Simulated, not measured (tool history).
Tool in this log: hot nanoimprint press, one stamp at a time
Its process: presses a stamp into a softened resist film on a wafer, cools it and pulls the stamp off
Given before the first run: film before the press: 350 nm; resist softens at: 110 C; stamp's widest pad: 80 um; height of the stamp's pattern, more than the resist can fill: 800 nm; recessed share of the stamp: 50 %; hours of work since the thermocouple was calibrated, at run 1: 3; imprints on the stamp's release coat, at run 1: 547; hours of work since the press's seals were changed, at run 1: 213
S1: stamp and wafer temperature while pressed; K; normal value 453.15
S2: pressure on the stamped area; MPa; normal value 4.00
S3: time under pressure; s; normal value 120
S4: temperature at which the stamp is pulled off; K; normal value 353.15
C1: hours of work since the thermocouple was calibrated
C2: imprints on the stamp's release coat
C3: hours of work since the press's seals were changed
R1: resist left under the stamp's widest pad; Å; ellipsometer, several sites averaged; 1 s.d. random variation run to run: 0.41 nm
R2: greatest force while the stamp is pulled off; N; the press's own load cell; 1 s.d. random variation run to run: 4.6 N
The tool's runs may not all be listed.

run,day,S1,S2,S3,S4,C1,C2,C3,R1,R2
1,0.000,453.15,4.00,120,353.15,3,547,213,2018,255
2,0.708,453.15,2.51,120,353.15,10,578,220,2484,254
3,1.408,453.15,2.51,120,353.15,17,609,227,2476,253
4,2.200,453.15,2.51,120,353.15,25,643,235,2477,243
5,2.983,453.15,2.51,70,353.15,33,677,243,2756,259
6,3.329,444.15,4.00,120,353.15,37,692,246,2470,254
7,3.738,444.15,4.00,120,353.15,41,710,251,2471,264
8,4.417,453.15,4.00,120,353.15,48,739,257,2014,247
9,4.879,453.15,4.00,120,353.15,52,760,262,2020,253
10,5.638,453.15,4.00,120,353.15,60,793,270,2013,256
11,6.358,453.15,4.00,120,353.15,67,824,277,2003,257
12,6.738,453.15,4.00,120,353.15,71,840,281,2009,256
13,7.383,453.15,4.00,120,353.15,78,869,287,2016,263
# day 7.554: plate thermocouple calibrated
14,8.271,453.15,4.00,120,353.15,7,902,295,1999,259
15,8.696,453.15,4.00,120,353.15,11,920,299,2000,266
16,9.450,453.15,4.46,120,353.15,19,953,307,1887,257
17,9.967,453.15,4.00,127,353.15,24,976,312,1963,268
18,10.300,451.15,3.21,119,360.15,28,990,316,2321,209
19,11.025,453.15,4.00,120,343.15,35,1021,323,1998,340
# day 11.546: plate thermocouple calibrated, once more
20,11.804,451.15,2.61,68,360.15,3,1050,330,2819,215
21,12.567,459.15,4.00,194,353.15,10,1083,337,1501,268
22,12.883,447.15,2.40,120,356.15,14,1097,340,2788,250
23,13.204,447.15,2.40,67,353.15,17,1111,344,3034,280
24,13.758,447.15,2.40,67,353.15,22,1135,349,3031,274
25,14.383,464.15,4.00,120,356.15,29,1162,356,1556,245
26,14.938,464.15,4.00,91,361.15,34,1186,361,1698,207
27,15.329,464.15,4.00,89,361.15,38,1203,365,1708,208
28,16.108,456.15,4.00,120,353.15,46,1237,373,1871,280
29,16.783,456.15,4.00,120,353.15,53,1267,380,1868,282
30,17.162,446.15,4.00,61,341.15,57,1283,384,2725,405
31,17.767,453.15,4.41,110,353.15,63,1310,390,1963,281

Predict each of these 3 candidate next runs independently; none follows another, all start after run 31:
A,18.504,461.15,4.00,120,341.15,70,1342,397,?,?
B,18.504,459.15,4.41,110,353.15,70,1342,397,?,?
C,18.504,458.15,4.00,146,353.15,70,1342,397,?,?

run,R1,R2
A,1664,382
B,1697,267
C,1678,287
Stripped of hidden state, with their random variation kept, the same runs would have yielded:
run,R1,R2
A,1666,306
B,1697,215
C,1681,231
